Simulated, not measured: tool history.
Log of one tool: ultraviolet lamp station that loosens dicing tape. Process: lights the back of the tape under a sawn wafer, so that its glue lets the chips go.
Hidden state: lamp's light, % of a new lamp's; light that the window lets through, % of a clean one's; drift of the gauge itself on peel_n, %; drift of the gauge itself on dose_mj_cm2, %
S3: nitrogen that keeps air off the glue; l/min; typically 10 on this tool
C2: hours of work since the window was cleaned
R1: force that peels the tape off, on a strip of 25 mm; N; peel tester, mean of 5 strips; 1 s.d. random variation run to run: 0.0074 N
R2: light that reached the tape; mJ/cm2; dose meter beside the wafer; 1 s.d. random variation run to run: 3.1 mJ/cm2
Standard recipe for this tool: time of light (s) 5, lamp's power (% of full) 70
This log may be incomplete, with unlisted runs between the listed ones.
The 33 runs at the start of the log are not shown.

At hour 2438.5: window cleaned of glue's vapour.
Run 34, hour 2491.1: usual settings but time of light (s) 3, S3 13 l/min; hours of work of the lamp 508; C2 37. Result: R1 1.108 N, R2 195 mJ/cm2.
Run 35, hour 2566.4: usual settings but time of light (s) 3, lamp's power (% of full) 83, S3 13 l/min; hours of work of the lamp 561; C2 90. Result: R1 0.998 N, R2 221 mJ/cm2.
Run 36, hour 2612.4: usual settings but time of light (s) 3, lamp's power (% of full) 83, S3 13 l/min; hours of work of the lamp 593; C2 122. Result: R1 1.044 N, R2 213 mJ/cm2.
Run 37, hour 2687.1: usual settings but time of light (s) 3, lamp's power (% of full) 83, S3 13 l/min; hours of work of the lamp 646; C2 175. Result: R1 1.105 N, R2 201 mJ/cm2.
At hour 2709.6: lamp changed.
Run 38, hour 2765.5: usual settings but time of light (s) 3, lamp's power (% of full) 83, S3 13 l/min; hours of work of the lamp 39; C2 229. Result: R1 0.561 N, R2 320 mJ/cm2.
Run 39, hour 2816.2: usual settings but time of light (s) 3, lamp's power (% of full) 79, S3 13 l/min; hours of work of the lamp 75; C2 265. Result: R1 0.61 N, R2 296 mJ/cm2.
Run 40, hour 2900.4: usual settings but time of light (s) 2, lamp's power (% of full) 89, S3 12 l/min; hours of work of the lamp 134; C2 324. Result: R1 1.075 N, R2 208 mJ/cm2.
Run 41, hour 2978.5: usual settings but time of light (s) 2, lamp's power (% of full) 89, S3 12 l/min; hours of work of the lamp 189; C2 379. Result: R1 1.137 N, R2 195 mJ/cm2.
Run 42, hour 3027.4: usual settings but time of light (s) 2, lamp's power (% of full) 93, S3 19 l/min; hours of work of the lamp 224; C2 414. Result: R1 0.972 N, R2 200 mJ/cm2.
At hour 3059.3: window cleaned of glue's vapour.
Run 43, hour 3105.1: usual settings but time of light (s) 4, lamp's power (% of full) 63, S3 7 l/min; hours of work of the lamp 278; C2 32. Result: R1 0.861 N, R2 279 mJ/cm2.

3 ways to go on from here, each from the tool as it stands after run 43. What would each give?
Run A, hour 3200.1: usual settings but time of light (s) 4, lamp's power (% of full) 77, S3 11 l/min; hours of work of the lamp 345; C2 99. Result: R1 ?, R2 ?.
Run B, hour 3200.1: usual settings but lamp's power (% of full) 95; hours of work of the lamp 345; C2 99. Result: R1 ?, R2 ?.
Run C, hour 3200.1: usual settings but S3 7 l/min; hours of work of the lamp 345; C2 99. Result: R1 ?, R2 ?.

run     R1   R2
  A  0.563  322
  B  0.236  504
  C  0.575  371
Stripped of hidden state, with their random variation kept, the same runs would have yielded:
run     R1   R2
  A  0.335  420
  B  0.139  656
  C  0.346  483

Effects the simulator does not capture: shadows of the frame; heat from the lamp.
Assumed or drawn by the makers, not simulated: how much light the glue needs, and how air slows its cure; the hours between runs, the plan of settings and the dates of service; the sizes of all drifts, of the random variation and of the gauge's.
